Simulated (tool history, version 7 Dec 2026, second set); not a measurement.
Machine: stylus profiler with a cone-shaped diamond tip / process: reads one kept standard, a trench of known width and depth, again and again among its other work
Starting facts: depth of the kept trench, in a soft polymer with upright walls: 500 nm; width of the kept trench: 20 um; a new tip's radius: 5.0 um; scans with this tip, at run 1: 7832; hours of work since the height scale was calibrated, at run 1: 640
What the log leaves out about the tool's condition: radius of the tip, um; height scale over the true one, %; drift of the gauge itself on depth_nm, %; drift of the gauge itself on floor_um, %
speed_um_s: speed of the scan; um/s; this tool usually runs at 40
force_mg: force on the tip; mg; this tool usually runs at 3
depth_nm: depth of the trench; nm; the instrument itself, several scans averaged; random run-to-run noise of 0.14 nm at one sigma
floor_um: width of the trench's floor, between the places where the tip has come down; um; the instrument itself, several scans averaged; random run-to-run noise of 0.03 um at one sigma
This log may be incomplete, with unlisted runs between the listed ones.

run	hour	speed_um_s	force_mg	scans with this tip	hours of work since the height scale was calibrated	depth_nm	floor_um
1	0	40	3	7832	640	504.37	14.71
2	65.1	40	3	8329	681	504.58	14.65
3	160.2	40	3	9055	740	504.24	14.6
4	225	118	3	9549	780	504.37	14.21
5	314.6	118	3	10233	836	504.25	14.1
6	376.2	40	5.51	10704	875	506.86	14.54
7	465.5	40	5.51	11385	930	506.71	14.46
8	543.7	40	5.51	11982	979	506.71	14.44
9	650	40	3	12793	1046	504.02	14.34
10	764.2	40	3	13665	1117	503.96	14.21
11	858.7	40	3	14386	1176	503.82	14.2
12	975.2	40	3	15276	1248	503.99	14.12
13	1043.3	40	1.32	15796	1291	501.7	13.94
14	1121.2	40	1.32	16390	1340	501.77	13.85
# hour 1132.2: height scale calibrated on a step standard
15	1214.8	40	1.32	17100	52	501.12	13.83
16	1322.4	40	1.32	17922	119	501.06	13.78
17	1375.4	40	1.32	18327	152	500.93	13.73
18	1444.5	40	1.32	18854	195	501.15	13.62
19	1540	97	1.32	19583	254	501.06	13.26
20	1590.2	40	3.26	19966	286	503.67	13.74
# hour 1599: height scale calibrated on a step standard, once more
21	1678.7	40	1.55	20638	50	503.23	13.5
22	1762	40	4.31	21274	102	506.61	13.59
23	1842.1	40	4.31	21885	152	506.45	13.61
24	1897.4	40	4.31	22307	186	506.62	13.48
25	2013.8	40	4.31	23196	259	506.92	13.44
26	2125.1	40	4.31	24045	328	506.65	13.42
27	2227.1	40	4.31	24824	392	506.32	13.37
# hour 2320.3: new tip fitted, height scale calibrated
28	2323.6	12	5.6	25	2	507.87	15.56
29	2379.9	19	1.29	455	37	503.22	15.46
30	2429.8	38	3.45	836	68	505.71	15.31
31	2481.4	38	3.45	1230	100	505.89	15.28
32	2599.3	128	3	2130	174	505.11	14.75
33	2670.4	128	3	2673	218	505.26	14.68
34	2735	128	3	3165	259	505.01	14.69

Run 35, settings as shown, results not yet in. Your forecast:
35	2824.2	128	3	3846	314	?	?

{"run 35": {"depth_nm": 504.94, "floor_um": 14.62}}
With no hidden state in the tool, this same run would have given depth_nm 505.18 nm, floor_um 15.08 um.
